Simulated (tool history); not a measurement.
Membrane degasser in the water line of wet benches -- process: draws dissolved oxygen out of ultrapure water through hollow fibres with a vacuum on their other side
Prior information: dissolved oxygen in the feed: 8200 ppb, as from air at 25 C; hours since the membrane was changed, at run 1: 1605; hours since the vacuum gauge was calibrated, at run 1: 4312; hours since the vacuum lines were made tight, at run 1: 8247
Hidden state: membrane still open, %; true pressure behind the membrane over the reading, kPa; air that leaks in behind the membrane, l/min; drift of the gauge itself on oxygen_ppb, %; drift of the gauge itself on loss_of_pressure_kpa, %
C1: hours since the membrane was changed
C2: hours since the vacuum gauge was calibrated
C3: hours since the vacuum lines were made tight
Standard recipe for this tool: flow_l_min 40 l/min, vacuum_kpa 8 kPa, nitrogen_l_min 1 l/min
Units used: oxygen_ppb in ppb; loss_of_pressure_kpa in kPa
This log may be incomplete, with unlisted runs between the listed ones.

run 1 day=0 | flow_l_min=40 vacuum_kpa=8 nitrogen_l_min=1 | C1=1605 C2=4312 C3=8247 | oxygen_ppb=383.2 loss_of_pressure_kpa=60.47
run 2 day=5.912 | flow_l_min=40 vacuum_kpa=8 nitrogen_l_min=1 | C1=1747 C2=4454 C3=8389 | oxygen_ppb=382.5 loss_of_pressure_kpa=60.3
run 3 day=10.442 | flow_l_min=40 vacuum_kpa=8 nitrogen_l_min=1.89 | C1=1856 C2=4563 C3=8498 | oxygen_ppb=233.3 loss_of_pressure_kpa=60.78
run 4 day=13.708 | flow_l_min=40 vacuum_kpa=8 nitrogen_l_min=1.89 | C1=1934 C2=4641 C3=8576 | oxygen_ppb=233.1 loss_of_pressure_kpa=60.87
run 5 day=16.742 | flow_l_min=40 vacuum_kpa=8 nitrogen_l_min=1.89 | C1=2007 C2=4714 C3=8649 | oxygen_ppb=234.1 loss_of_pressure_kpa=60.91
run 6 day=22.825 | flow_l_min=40 vacuum_kpa=8 nitrogen_l_min=1.89 | C1=2153 C2=4860 C3=8795 | oxygen_ppb=233.3 loss_of_pressure_kpa=60.73
run 7 day=26.3 | flow_l_min=40 vacuum_kpa=8 nitrogen_l_min=1.89 | C1=2237 C2=4943 C3=8879 | oxygen_ppb=234.5 loss_of_pressure_kpa=61.08
run 8 day=29.65 | flow_l_min=59 vacuum_kpa=15.4 nitrogen_l_min=1.62 | C1=2317 C2=5024 C3=8959 | oxygen_ppb=866.5 loss_of_pressure_kpa=89.95
run 9 day=34.096 | flow_l_min=58 vacuum_kpa=7.09 nitrogen_l_min=2.34 | C1=2424 C2=5130 C3=9066 | oxygen_ppb=243 loss_of_pressure_kpa=88.23
run 10 day=39.354 | flow_l_min=58 vacuum_kpa=7.09 nitrogen_l_min=1.95 | C1=2550 C2=5257 C3=9192 | oxygen_ppb=275.9 loss_of_pressure_kpa=87.99
run 11 day=44.883 | flow_l_min=27 vacuum_kpa=7.38 nitrogen_l_min=2.99 | C1=2683 C2=5389 C3=9325 | oxygen_ppb=94.3 loss_of_pressure_kpa=41.13

Here are 3 independent what-if runs from the current tool condition. What would each one return?
run A day=49.767 | flow_l_min=42 vacuum_kpa=8 nitrogen_l_min=1 | C1=2800 C2=5506 C3=9442 | oxygen_ppb=? loss_of_pressure_kpa=?
run B day=49.767 | flow_l_min=25 vacuum_kpa=8 nitrogen_l_min=1 | C1=2800 C2=5506 C3=9442 | oxygen_ppb=? loss_of_pressure_kpa=?
run C day=49.767 | flow_l_min=27 vacuum_kpa=7.38 nitrogen_l_min=0.46 | C1=2800 C2=5506 C3=9442 | oxygen_ppb=? loss_of_pressure_kpa=?

run=A oxygen_ppb=400.8 loss_of_pressure_kpa=64.47
run=B oxygen_ppb=261.1 loss_of_pressure_kpa=38.11
run=C oxygen_ppb=435.5 loss_of_pressure_kpa=41.35
Had the tool no hidden state, the same runs would have come out as:
run=A oxygen_ppb=394.7 loss_of_pressure_kpa=63.07
run=B oxygen_ppb=254.8 loss_of_pressure_kpa=37.27
run=C oxygen_ppb=433.2 loss_of_pressure_kpa=40.45
